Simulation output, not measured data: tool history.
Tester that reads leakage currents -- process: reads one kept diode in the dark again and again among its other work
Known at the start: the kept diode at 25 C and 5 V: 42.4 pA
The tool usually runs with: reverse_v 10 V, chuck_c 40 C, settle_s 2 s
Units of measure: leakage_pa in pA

| run | day | reverse_v | chuck_c | settle_s | leakage_pa |
|---|---|---|---|---|---|
| 1 | 0 | 10 | 40 | 2 | 187.64 |
| 2 | 7.208 | 10 | 40 | 2 | 189.93 |
| 3 | 10.717 | 10 | 40 | 1.62 | 191.21 |
| 4 | 13.938 | 10 | 40 | 1.62 | 193.1 |
|  | 18.1 | chuck's temperature calibrated |
| 5 | 21.325 | 10 | 40 | 1.62 | 199.14 |
| 6 | 26.762 | 10 | 40 | 2.53 | 201.69 |
| 7 | 31.667 | 10 | 40 | 2.53 | 204.81 |
| 8 | 36.867 | 10 | 48 | 2 | 348.69 |
| 9 | 42.596 | 10 | 30 | 2 | 106.24 |
| 10 | 49.45 | 10 | 30 | 2 | 108.33 |
| 11 | 56.696 | 10 | 40 | 2 | 215.78 |
|  | 60.292 | chuck's temperature calibrated, once more |
| 12 | 63.15 | 10 | 40 | 2 | 175.33 |
| 13 | 67.471 | 10 | 40 | 2 | 176.19 |
| 14 | 71.625 | 1.2 | 47 | 2 | 121.62 |
| 15 | 77.046 | 1.9 | 40 | 0.96 | 92.58 |
| 16 | 84.329 | 15.1 | 42 | 1.14 | 248.09 |
| 17 | 90.429 | 12.1 | 42 | 1.14 | 228.64 |
| 18 | 96.842 | 1.5 | 23 | 0.9 | 26.11 |
| 19 | 102.946 | 8.9 | 30 | 0.84 | 94.28 |
| 20 | 109.279 | 8.9 | 30 | 0.84 | 95.54 |
| 21 | 114.796 | 16.6 | 22 | 0.52 | 80.67 |
| 22 | 118.258 | 16.6 | 47 | 0.63 | 381.07 |
| 23 | 121.562 | 2.7 | 47 | 0.63 | 182.59 |
| 24 | 126.696 | 12.6 | 23 | 1.39 | 75.82 |
| 25 | 131.779 | 12.6 | 23 | 7.67 | 75.66 |

3 options for the next run, each taken on its own from the tool as it stands now. Forecast them:
| A | 138.071 | 5.2 | 34 | 5.81 | ? |
| B | 138.071 | 8 | 45 | 0.33 | ? |
| C | 138.071 | 1.5 | 42 | 2 | ? |

| run | leakage_pa |
|---|---|
| A | 103.67 |
| B | 256.37 |
| C | 106.77 |
Stripped of hidden state, with their random variation kept, the same runs would have yielded:
| run | leakage_pa |
|---|---|
| A | 83.64 |
| B | 214.35 |
| C | 90.96 |
